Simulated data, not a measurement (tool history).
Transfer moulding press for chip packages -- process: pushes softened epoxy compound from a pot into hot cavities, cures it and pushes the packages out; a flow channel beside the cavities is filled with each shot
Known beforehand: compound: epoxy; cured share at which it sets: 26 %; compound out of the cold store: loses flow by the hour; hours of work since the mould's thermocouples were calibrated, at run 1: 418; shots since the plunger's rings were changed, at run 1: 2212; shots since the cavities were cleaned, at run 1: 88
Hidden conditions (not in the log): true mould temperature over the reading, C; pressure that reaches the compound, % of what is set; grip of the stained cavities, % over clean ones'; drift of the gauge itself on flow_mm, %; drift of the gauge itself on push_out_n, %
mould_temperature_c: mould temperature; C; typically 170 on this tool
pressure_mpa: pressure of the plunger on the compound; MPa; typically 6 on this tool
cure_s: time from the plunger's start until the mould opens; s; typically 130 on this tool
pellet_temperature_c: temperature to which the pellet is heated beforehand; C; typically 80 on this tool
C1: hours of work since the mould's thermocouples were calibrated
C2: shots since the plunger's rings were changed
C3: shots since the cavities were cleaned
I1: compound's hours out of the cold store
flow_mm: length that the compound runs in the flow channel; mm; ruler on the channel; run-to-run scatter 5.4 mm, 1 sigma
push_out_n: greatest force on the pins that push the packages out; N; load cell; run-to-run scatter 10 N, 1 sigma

run 1 hour=0 | mould_temperature_c=170 pressure_mpa=6 cure_s=130 pellet_temperature_c=80 | C1=418 C2=2212 C3=88 | I1=21.3 | flow_mm=746 push_out_n=525
run 2 hour=16.8 | mould_temperature_c=170 pressure_mpa=6 cure_s=130 pellet_temperature_c=80 | C1=428 C2=2361 C3=237 | I1=21.8 | flow_mm=747 push_out_n=538
run 3 hour=42.8 | mould_temperature_c=170 pressure_mpa=6 cure_s=145 pellet_temperature_c=80 | C1=445 C2=2593 C3=469 | I1=45.6 | flow_mm=647 push_out_n=557
-- hour=56.5 cavities cleaned with cleaning compound and waxed
run 4 hour=65.8 | mould_temperature_c=170 pressure_mpa=6 cure_s=130 pellet_temperature_c=80 | C1=458 C2=2784 C3=82 | I1=27.5 | flow_mm=716 push_out_n=496
run 5 hour=96.4 | mould_temperature_c=170 pressure_mpa=6 cure_s=130 pellet_temperature_c=80 | C1=478 C2=3056 C3=354 | I1=33.6 | flow_mm=686 push_out_n=583
run 6 hour=112.6 | mould_temperature_c=170 pressure_mpa=6 cure_s=130 pellet_temperature_c=80 | C1=488 C2=3201 C3=499 | I1=42.2 | flow_mm=645 push_out_n=606
-- hour=123.6 cavities cleaned with cleaning compound and waxed
run 7 hour=133.7 | mould_temperature_c=170 pressure_mpa=6 cure_s=130 pellet_temperature_c=80 | C1=500 C2=3375 C3=90 | I1=25.5 | flow_mm=715 push_out_n=519
run 8 hour=151.1 | mould_temperature_c=170 pressure_mpa=6 cure_s=130 pellet_temperature_c=80 | C1=511 C2=3530 C3=245 | I1=13 | flow_mm=770 push_out_n=573
-- hour=170.1 plunger's sealing rings changed
run 9 hour=175 | mould_temperature_c=170 pressure_mpa=6 cure_s=130 pellet_temperature_c=80 | C1=525 C2=43 C3=435 | I1=23.8 | flow_mm=756 push_out_n=607
-- hour=192.2 cavities cleaned with cleaning compound and waxed
run 10 hour=192.2 | mould_temperature_c=170 pressure_mpa=6 cure_s=130 pellet_temperature_c=80 | C1=535 C2=183 C3=0 | I1=15.3 | flow_mm=793 push_out_n=495
run 11 hour=222.9 | mould_temperature_c=170 pressure_mpa=6 cure_s=130 pellet_temperature_c=80 | C1=554 C2=456 C3=273 | I1=35.1 | flow_mm=704 push_out_n=561
run 12 hour=245.6 | mould_temperature_c=170 pressure_mpa=6 cure_s=130 pellet_temperature_c=80 | C1=568 C2=658 C3=475 | I1=8.6 | flow_mm=828 push_out_n=654
-- hour=258.2 cavities cleaned with cleaning compound and waxed
run 13 hour=266.3 | mould_temperature_c=170 pressure_mpa=6 cure_s=130 pellet_temperature_c=80 | C1=581 C2=830 C3=72 | I1=15.6 | flow_mm=794 push_out_n=510
run 14 hour=292.5 | mould_temperature_c=170 pressure_mpa=6 cure_s=130 pellet_temperature_c=80 | C1=597 C2=1062 C3=304 | I1=47.4 | flow_mm=650 push_out_n=578
run 15 hour=310.9 | mould_temperature_c=176 pressure_mpa=5.45 cure_s=158 pellet_temperature_c=80 | C1=609 C2=1227 C3=469 | I1=28.3 | flow_mm=675 push_out_n=523
-- hour=324.6 cavities cleaned with cleaning compound and waxed
run 16 hour=328.4 | mould_temperature_c=164 pressure_mpa=4.59 cure_s=158 pellet_temperature_c=80 | C1=619 C2=1369 C3=34 | I1=18 | flow_mm=680 push_out_n=498
run 17 hour=359.6 | mould_temperature_c=164 pressure_mpa=4.59 cure_s=158 pellet_temperature_c=80 | C1=638 C2=1646 C3=311 | I1=22 | flow_mm=664 push_out_n=606

Expected results for the next run?
-- hour=390.1 cavities cleaned with cleaning compound and waxed
run 18 hour=392.6 | mould_temperature_c=173 pressure_mpa=6 cure_s=130 pellet_temperature_c=71 | C1=658 C2=1927 C3=23 | I1=14.8 | flow_mm=? push_out_n=?

Run 18 produced flow_mm 767 mm, push_out_n 436 N.
Take away the tool's hidden state, keep the run-to-run variation as it was, and the same run would have given flow_mm 793 mm, push_out_n 434 N.
